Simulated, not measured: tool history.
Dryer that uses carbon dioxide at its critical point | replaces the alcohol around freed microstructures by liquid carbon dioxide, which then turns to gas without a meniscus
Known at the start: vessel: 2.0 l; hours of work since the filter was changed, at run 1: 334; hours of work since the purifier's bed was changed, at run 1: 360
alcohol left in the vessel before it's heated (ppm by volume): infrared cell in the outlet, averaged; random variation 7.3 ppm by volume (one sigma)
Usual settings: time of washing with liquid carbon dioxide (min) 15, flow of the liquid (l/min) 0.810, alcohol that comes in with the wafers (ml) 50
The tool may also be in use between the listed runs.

run,hour,time of washing with liquid carbon dioxide (min),flow of the liquid (l/min),alcohol that comes in with the wafers (ml),hours of work since the filter was changed,hours of work since the purifier's bed was changed,alcohol left in the vessel before it's heated (ppm by volume)
1,0.0,15,0.810,50,334,360,535
2,40.9,15,0.810,50,349,376,557
3,64.5,15,1.210,50,358,385,167
# hour 87.7: inlet filter changed
4,119.9,15,1.210,50,12,405,146
5,162.7,15,0.810,50,28,421,464
6,201.5,15,0.810,50,43,435,477
7,254.2,15,0.810,50,62,455,484
8,308.6,15,0.519,50,83,475,1879
9,344.0,15,0.519,50,96,489,1920
10,397.3,22,0.759,52,116,509,217
11,449.4,22,0.759,52,135,528,233
12,494.8,19,0.675,41,152,545,399
13,546.0,12,0.594,100,171,564,4630
14,571.4,12,0.594,100,181,574,4654
15,621.7,16,1.045,31,200,592,216
16,661.6,13,1.271,27,215,607,200
17,689.1,12,1.271,59,225,618,323

Forecast each of these 4 alternatives for the next run:
A,725.8,12,1.271,59,239,631,?
B,725.8,10,1.187,119,239,631,?
C,725.8,22,1.271,85,239,631,?
D,725.8,12,1.075,73,239,631,?

run,alcohol left in the vessel before it's heated (ppm by volume)
A,340
B,1236
C,169
D,628
Without the tool's hidden state the same runs would have given:
run,alcohol left in the vessel before it's heated (ppm by volume)
A,147
B,903
C,10
D,387
